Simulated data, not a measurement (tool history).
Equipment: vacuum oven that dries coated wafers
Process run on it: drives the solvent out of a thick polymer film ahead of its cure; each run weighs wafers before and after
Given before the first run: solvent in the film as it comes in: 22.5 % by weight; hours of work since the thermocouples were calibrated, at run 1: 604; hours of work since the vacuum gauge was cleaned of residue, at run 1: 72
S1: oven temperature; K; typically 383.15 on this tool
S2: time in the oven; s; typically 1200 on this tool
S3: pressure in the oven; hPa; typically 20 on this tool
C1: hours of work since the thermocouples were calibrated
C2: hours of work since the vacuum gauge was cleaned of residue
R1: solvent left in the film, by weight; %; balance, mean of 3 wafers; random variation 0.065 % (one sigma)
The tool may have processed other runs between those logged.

| run | day | S1 | S2 | S3 | C1 | C2 | R1 |
|---|---|---|---|---|---|---|---|
| 1 | 0 | 383.15 | 1200 | 20 | 604 | 72 | 4.74 |
| 2 | 4.75 | 383.15 | 1200 | 20 | 666 | 134 | 4.64 |
| 3 | 9.683 | 383.15 | 1200 | 20 | 730 | 198 | 4.94 |
| 4 | 14.2 | 383.15 | 1200 | 20 | 789 | 256 | 4.87 |
| 5 | 17.921 | 383.15 | 1200 | 20 | 837 | 305 | 4.95 |
| 6 | 22.254 | 383.15 | 1200 | 20 | 894 | 361 | 5.01 |
| 7 | 26.508 | 383.15 | 1200 | 20 | 949 | 416 | 5.06 |
| 8 | 30.388 | 383.15 | 1200 | 20 | 999 | 467 | 5.18 |
| 9 | 32.883 | 383.15 | 1200 | 20 | 1032 | 499 | 5.27 |
| 10 | 37.6 | 383.15 | 1200 | 20 | 1093 | 560 | 5.29 |
| 11 | 42.558 | 378.15 | 1200 | 20 | 1157 | 625 | 7.73 |
|  | 44.442 | oven's thermocouples calibrated |
| 12 | 47.729 | 376.15 | 1020 | 32.2 | 43 | 691 | 8.7 |
| 13 | 51.854 | 383.15 | 2100 | 20 | 96 | 744 | 1.91 |
| 14 | 56.258 | 383.15 | 2100 | 20 | 154 | 802 | 1.97 |
| 15 | 61.325 | 383.15 | 1140 | 20 | 219 | 868 | 4.6 |

Entry by entry between the runs, the difference in hidden state between the last listed run before and the first listed run after:
Run 11 -> run 12: oven's thermocouples calibrated (day 44.442)
  true wafer temperature over the reading, C: -2.76 -> -0.21; true pressure over the reading, kPa: 0.265 -> 0.292
  measured value less the no-hidden-state value, R1: +1.36 -> +0.18 %

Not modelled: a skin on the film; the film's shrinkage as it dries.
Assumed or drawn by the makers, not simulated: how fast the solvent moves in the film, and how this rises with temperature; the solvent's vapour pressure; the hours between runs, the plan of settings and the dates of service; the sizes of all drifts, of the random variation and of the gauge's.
